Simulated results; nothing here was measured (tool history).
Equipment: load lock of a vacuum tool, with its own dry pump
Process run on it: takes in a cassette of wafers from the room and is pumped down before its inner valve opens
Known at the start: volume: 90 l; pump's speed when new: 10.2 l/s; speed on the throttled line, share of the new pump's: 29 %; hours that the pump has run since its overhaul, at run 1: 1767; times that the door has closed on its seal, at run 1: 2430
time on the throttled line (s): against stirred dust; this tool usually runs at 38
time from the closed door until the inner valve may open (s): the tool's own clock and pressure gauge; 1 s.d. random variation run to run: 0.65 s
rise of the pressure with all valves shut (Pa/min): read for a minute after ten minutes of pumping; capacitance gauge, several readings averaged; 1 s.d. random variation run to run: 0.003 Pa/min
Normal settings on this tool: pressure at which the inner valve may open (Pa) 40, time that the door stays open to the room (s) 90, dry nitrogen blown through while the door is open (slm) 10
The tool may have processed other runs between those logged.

run,day,time on the throttled line (s),pressure at which the inner valve may open (Pa),time that the door stays open to the room (s),dry nitrogen blown through while the door is open (slm),hours that the pump has run since its overhaul,times that the door has closed on its seal,"incoming humidity of the room's air, %",time from the closed door until the inner valve may open (s),rise of the pressure with all valves shut (Pa/min)
1,0.000,38,40,90,10,1767,2430,44.4,98.1,0.021
2,13.421,38,40,90,10,2089,2763,45.5,98.7,0.026
3,27.733,38,40,90,10,2432,3119,47.6,100.9,0.020
4,46.796,38,40,90,10,2890,3592,47.4,100.4,0.024
5,61.921,38,40,90,10,3253,3968,44.5,100.4,0.026
6,78.725,38,40,34,10,3656,4385,43.9,100.1,0.024
7,88.592,38,40,34,10,3893,4631,46.9,101.6,0.025
8,101.342,38,40,34,10,4199,4947,48.3,101.6,0.026
9,111.379,29,66,211,7,4440,5197,42.7,90.9,0.035
10,121.921,54,35,90,20,4693,5459,44.7,113.3,0.020
11,141.050,38,73,90,10,5152,5934,48.0,96.2,0.029

The logged runs with the hidden state left out (each run's random variation unchanged):
Unlogged tool condition in this case: pump's speed, % of a new pump's; leak at the door's seal, Pa l/s; drift of the gauge itself on ready_s, %; drift of the gauge itself on rise_pa_min, %.
run,time from the closed door until the inner valve may open (s),rise of the pressure with all valves shut (Pa/min)
1,96.0,0.017
2,96.2,0.020
3,97.9,0.014
4,96.8,0.017
5,96.5,0.018
6,95.7,0.016
7,96.8,0.015
8,96.4,0.016
9,85.5,0.024
10,107.8,0.008
11,90.4,0.016

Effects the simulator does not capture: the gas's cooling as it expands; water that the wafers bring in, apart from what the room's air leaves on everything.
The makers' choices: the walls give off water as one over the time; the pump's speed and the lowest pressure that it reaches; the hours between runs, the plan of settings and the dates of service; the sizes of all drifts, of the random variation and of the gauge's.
